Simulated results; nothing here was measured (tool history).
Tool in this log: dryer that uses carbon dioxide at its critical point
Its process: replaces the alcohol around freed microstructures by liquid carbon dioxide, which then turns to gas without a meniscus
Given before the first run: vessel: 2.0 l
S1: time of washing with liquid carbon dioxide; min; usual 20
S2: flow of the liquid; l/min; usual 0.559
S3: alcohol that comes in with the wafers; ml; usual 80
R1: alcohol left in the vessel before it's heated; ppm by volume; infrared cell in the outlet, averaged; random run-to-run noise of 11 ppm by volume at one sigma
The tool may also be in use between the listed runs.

run	day	S1	S2	S3	R1
1	0	20	0.559	80	957
# day 1.621: inlet filter changed
2	1.667	20	0.559	80	671
3	3.704	20	0.559	80	702
4	5.117	20	0.559	26	260
5	6.708	20	0.559	26	273
6	9	20	0.559	26	277
7	11.3	20	0.559	26	281
8	12.9	20	0.559	80	822
9	14.496	20	0.559	80	811
10	15.942	20	0.559	80	851
11	17.271	20	0.559	80	858
12	18.308	20	0.874	80	153
13	19.788	20	0.874	80	144
14	21.875	20	0.874	80	149
15	23.846	20	0.523	80	1213
16	25.317	13	0.499	80	4479
# day 25.7: purifier's bed changed
17	26.946	15	0.342	31	2696
18	28.292	15	0.342	27	2385
19	29.275	15	0.342	27	2450
# day 30.888: inlet filter changed
20	31.604	23	0.342	96	2579
21	33.646	30	0.928	99	15
22	35.254	24	0.559	21	101
23	36.829	12	0.803	115	1752
24	38.588	20	0.531	101	1144
25	40.108	20	0.42	101	2517
26	41.842	20	0.42	101	2595

What if the next run were any one of these 3? Each begins from the tool's condition after run 26:
A	43.196	13	0.559	48	?
B	43.196	28	0.357	24	?
C	43.196	26	0.338	25	?

run	R1
A	1850
B	378
C	605
With the hidden condition removed and each run's random variation left untouched, the same runs would have given:
run	R1
A	1622
B	300
C	504
